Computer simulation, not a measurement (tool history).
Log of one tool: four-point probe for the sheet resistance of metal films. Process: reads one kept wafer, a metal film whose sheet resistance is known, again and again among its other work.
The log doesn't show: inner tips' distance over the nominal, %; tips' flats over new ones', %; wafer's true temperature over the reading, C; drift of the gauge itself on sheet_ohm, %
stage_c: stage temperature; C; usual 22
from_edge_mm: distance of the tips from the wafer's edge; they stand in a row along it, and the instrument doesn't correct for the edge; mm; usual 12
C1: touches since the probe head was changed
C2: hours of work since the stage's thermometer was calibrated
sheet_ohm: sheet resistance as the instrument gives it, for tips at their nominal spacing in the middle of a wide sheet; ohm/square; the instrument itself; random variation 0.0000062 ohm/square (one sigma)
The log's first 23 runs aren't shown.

run 24 day=10.362 | stage_c=31 from_edge_mm=48 | C1=8270 C2=75 | sheet_ohm=0.030705
run 25 day=10.833 | stage_c=18 from_edge_mm=4 | C1=8457 C2=84 | sheet_ohm=0.031786
run 26 day=11.275 | stage_c=18 from_edge_mm=4 | C1=8633 C2=92 | sheet_ohm=0.031781
run 27 day=11.646 | stage_c=29 from_edge_mm=18 | C1=8781 C2=99 | sheet_ohm=0.030769
run 28 day=11.900 | stage_c=31 from_edge_mm=10 | C1=8882 C2=104 | sheet_ohm=0.030876
run 29 day=12.329 | stage_c=22 from_edge_mm=12 | C1=9052 C2=112 | sheet_ohm=0.030871
run 30 day=12.775 | stage_c=22 from_edge_mm=4 | C1=9230 C2=121 | sheet_ohm=0.031766
run 31 day=13.208 | stage_c=24 from_edge_mm=7 | C1=9403 C2=129 | sheet_ohm=0.031066
run 32 day=13.646 | stage_c=19 from_edge_mm=56 | C1=9577 C2=137 | sheet_ohm=0.030784
run 33 day=14.062 | stage_c=33 from_edge_mm=38 | C1=9743 C2=145 | sheet_ohm=0.030705
run 34 day=14.583 | stage_c=27 from_edge_mm=15 | C1=9950 C2=155 | sheet_ohm=0.030803
run 35 day=14.908 | stage_c=27 from_edge_mm=15 | C1=10080 C2=162 | sheet_ohm=0.030812
run 36 day=15.283 | stage_c=27 from_edge_mm=26 | C1=10229 C2=169 | sheet_ohm=0.030752

4 ways to go on from here, each from the tool as it stands after run 36. What would each give?
run A day=15.542 | stage_c=22 from_edge_mm=44 | C1=10332 C2=174 | sheet_ohm=?
run B day=15.542 | stage_c=24 from_edge_mm=20 | C1=10332 C2=174 | sheet_ohm=?
run C day=15.542 | stage_c=30 from_edge_mm=20 | C1=10332 C2=174 | sheet_ohm=?
run D day=15.542 | stage_c=18 from_edge_mm=12 | C1=10332 C2=174 | sheet_ohm=?

run=A sheet_ohm=0.030769
run=B sheet_ohm=0.030790
run=C sheet_ohm=0.030756
run=D sheet_ohm=0.030902
Without the tool's hidden state the same runs would have given:
run=A sheet_ohm=0.030715
run=B sheet_ohm=0.030736
run=C sheet_ohm=0.030702
run=D sheet_ohm=0.030847

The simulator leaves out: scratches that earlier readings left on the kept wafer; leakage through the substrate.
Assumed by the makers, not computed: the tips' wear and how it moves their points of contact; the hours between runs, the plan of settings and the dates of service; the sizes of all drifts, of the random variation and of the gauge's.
